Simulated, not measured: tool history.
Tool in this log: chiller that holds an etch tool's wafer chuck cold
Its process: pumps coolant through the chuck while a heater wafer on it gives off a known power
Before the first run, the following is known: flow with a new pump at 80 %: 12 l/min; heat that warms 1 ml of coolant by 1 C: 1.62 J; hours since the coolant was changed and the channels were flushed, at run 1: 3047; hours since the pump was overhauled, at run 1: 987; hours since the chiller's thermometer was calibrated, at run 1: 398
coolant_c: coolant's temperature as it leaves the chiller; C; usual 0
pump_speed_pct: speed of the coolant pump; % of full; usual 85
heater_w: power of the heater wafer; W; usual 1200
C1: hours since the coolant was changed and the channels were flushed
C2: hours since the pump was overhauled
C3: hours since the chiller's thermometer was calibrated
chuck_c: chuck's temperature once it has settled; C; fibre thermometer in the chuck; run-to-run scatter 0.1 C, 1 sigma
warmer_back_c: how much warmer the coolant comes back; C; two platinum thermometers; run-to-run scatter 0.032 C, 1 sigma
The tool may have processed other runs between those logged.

run 1 hour=0 | coolant_c=0 pump_speed_pct=85 heater_w=1200 | C1=3047 C2=987 C3=398 | chuck_c=10.6 warmer_back_c=3.52
run 2 hour=26.5 | coolant_c=0 pump_speed_pct=85 heater_w=1331 | C1=3074 C2=1013 C3=425 | chuck_c=11.6 warmer_back_c=3.95
run 3 hour=50.7 | coolant_c=0 pump_speed_pct=85 heater_w=1200 | C1=3098 C2=1037 C3=449 | chuck_c=10.6 warmer_back_c=3.59
run 4 hour=74.3 | coolant_c=0 pump_speed_pct=85 heater_w=1200 | C1=3122 C2=1061 C3=472 | chuck_c=10.4 warmer_back_c=3.6
run 5 hour=98.7 | coolant_c=0 pump_speed_pct=85 heater_w=1200 | C1=3146 C2=1085 C3=497 | chuck_c=10.5 warmer_back_c=3.61
run 6 hour=126.4 | coolant_c=0 pump_speed_pct=85 heater_w=1200 | C1=3174 C2=1113 C3=524 | chuck_c=10.6 warmer_back_c=3.61
run 7 hour=153.8 | coolant_c=0 pump_speed_pct=85 heater_w=954 | C1=3201 C2=1140 C3=552 | chuck_c=8.5 warmer_back_c=2.88
run 8 hour=171 | coolant_c=0 pump_speed_pct=62 heater_w=1200 | C1=3218 C2=1158 C3=569 | chuck_c=14 warmer_back_c=4.9
run 9 hour=199.8 | coolant_c=0 pump_speed_pct=67 heater_w=1284 | C1=3247 C2=1186 C3=598 | chuck_c=13.8 warmer_back_c=4.83
run 10 hour=219.2 | coolant_c=0 pump_speed_pct=67 heater_w=1284 | C1=3267 C2=1206 C3=617 | chuck_c=14.1 warmer_back_c=4.82
run 11 hour=242.8 | coolant_c=8 pump_speed_pct=67 heater_w=1796 | C1=3290 C2=1229 C3=641 | chuck_c=27.5 warmer_back_c=6.74
run 12 hour=268.7 | coolant_c=1 pump_speed_pct=66 heater_w=752 | C1=3316 C2=1255 C3=667 | chuck_c=9.4 warmer_back_c=2.85
run 13 hour=298.7 | coolant_c=-9 pump_speed_pct=77 heater_w=673 | C1=3346 C2=1285 C3=697 | chuck_c=-2.5 warmer_back_c=2.23
run 14 hour=325.9 | coolant_c=-10 pump_speed_pct=62 heater_w=773 | C1=3373 C2=1312 C3=724 | chuck_c=-1.2 warmer_back_c=3.12
run 15 hour=344 | coolant_c=7 pump_speed_pct=91 heater_w=1293 | C1=3391 C2=1331 C3=742 | chuck_c=17.9 warmer_back_c=3.61
run 16 hour=357.8 | coolant_c=7 pump_speed_pct=91 heater_w=1293 | C1=3405 C2=1344 C3=756 | chuck_c=17.7 warmer_back_c=3.63

How would selected steps in chuck_c from run to run divide? Give the signed amount a tool lacking its hidden state would still show from settings, what came in and random variation, and the signed amount left for the hidden state, including any gauge scatter that is not in both of the compared results.
The tool's hidden condition here consists of: heat passed by the chuck's channels, % of clean ones'; flow at a given pump speed, % of a new pump's; coolant's true temperature over the reading, C; drift of the gauge itself on chuck_c, C; drift of the gauge itself on warmer_back_c, C.
Run 11 -> 12: coolant_c 8 -> 1, pump_speed_pct 67 -> 66, heater_w 1796 -> 752. chuck_c -18.1 C: hidden state -1.1, all else -17.
Run 14 -> 15: coolant_c -10 -> 7, pump_speed_pct 62 -> 91, heater_w 773 -> 1293. chuck_c +19.1 C: hidden state +0.2, all else +18.9.
